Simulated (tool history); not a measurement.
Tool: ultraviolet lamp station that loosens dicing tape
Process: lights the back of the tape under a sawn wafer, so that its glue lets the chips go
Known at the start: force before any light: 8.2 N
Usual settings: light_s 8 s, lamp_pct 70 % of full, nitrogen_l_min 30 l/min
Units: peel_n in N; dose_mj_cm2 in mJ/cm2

{"run": 1, "hour": 0.0, "light_s": 8, "lamp_pct": 70, "nitrogen_l_min": 30, "peel_n": 0.458, "dose_mj_cm2": 159}
{"run": 2, "hour": 23.9, "light_s": 8, "lamp_pct": 85, "nitrogen_l_min": 30, "peel_n": 0.311, "dose_mj_cm2": 192}
{"run": 3, "hour": 47.2, "light_s": 8, "lamp_pct": 85, "nitrogen_l_min": 30, "peel_n": 0.299, "dose_mj_cm2": 194}
{"run": 4, "hour": 71.1, "light_s": 8, "lamp_pct": 85, "nitrogen_l_min": 30, "peel_n": 0.326, "dose_mj_cm2": 190}
{"run": 5, "hour": 89.3, "light_s": 8, "lamp_pct": 100, "nitrogen_l_min": 30, "peel_n": 0.226, "dose_mj_cm2": 221}
{"hour": 91.0, "done": "window cleaned of glue's vapour"}
{"run": 6, "hour": 102.3, "light_s": 8, "lamp_pct": 100, "nitrogen_l_min": 30, "peel_n": 0.238, "dose_mj_cm2": 216}
{"run": 7, "hour": 116.2, "light_s": 9, "lamp_pct": 75, "nitrogen_l_min": 20, "peel_n": 0.527, "dose_mj_cm2": 179}
{"run": 8, "hour": 131.4, "light_s": 4, "lamp_pct": 70, "nitrogen_l_min": 19, "peel_n": 2.531, "dose_mj_cm2": 74}
{"run": 9, "hour": 143.8, "light_s": 12, "lamp_pct": 70, "nitrogen_l_min": 28, "peel_n": 0.255, "dose_mj_cm2": 218}
{"hour": 163.1, "done": "window cleaned of glue's vapour, once more"}
{"run": 10, "hour": 165.4, "light_s": 5, "lamp_pct": 97, "nitrogen_l_min": 19, "peel_n": 0.829, "dose_mj_cm2": 145}
{"run": 11, "hour": 190.1, "light_s": 14, "lamp_pct": 72, "nitrogen_l_min": 19, "peel_n": 0.191, "dose_mj_cm2": 297}
{"run": 12, "hour": 211.8, "light_s": 14, "lamp_pct": 72, "nitrogen_l_min": 19, "peel_n": 0.18, "dose_mj_cm2": 298}

4 ways to go on from here, each from the tool as it stands after run 12. What would each give?
{"run": "A", "hour": 236.7, "light_s": 12, "lamp_pct": 70, "nitrogen_l_min": 22, "peel_n": "?", "dose_mj_cm2": "?"}
{"run": "B", "hour": 236.7, "light_s": 6, "lamp_pct": 72, "nitrogen_l_min": 20, "peel_n": "?", "dose_mj_cm2": "?"}
{"run": "C", "hour": 236.7, "light_s": 9, "lamp_pct": 78, "nitrogen_l_min": 19, "peel_n": "?", "dose_mj_cm2": "?"}
{"run": "D", "hour": 236.7, "light_s": 8, "lamp_pct": 71, "nitrogen_l_min": 30, "peel_n": "?", "dose_mj_cm2": "?"}

run=A peel_n=0.242 dose_mj_cm2=246
run=B peel_n=1.096 dose_mj_cm2=130
run=C peel_n=0.404 dose_mj_cm2=210
run=D peel_n=0.422 dose_mj_cm2=164
Without the tool's hidden state the same runs would have given:
run=A peel_n=0.201 dose_mj_cm2=274
run=B peel_n=0.891 dose_mj_cm2=144
run=C peel_n=0.319 dose_mj_cm2=233
run=D peel_n=0.33 dose_mj_cm2=183
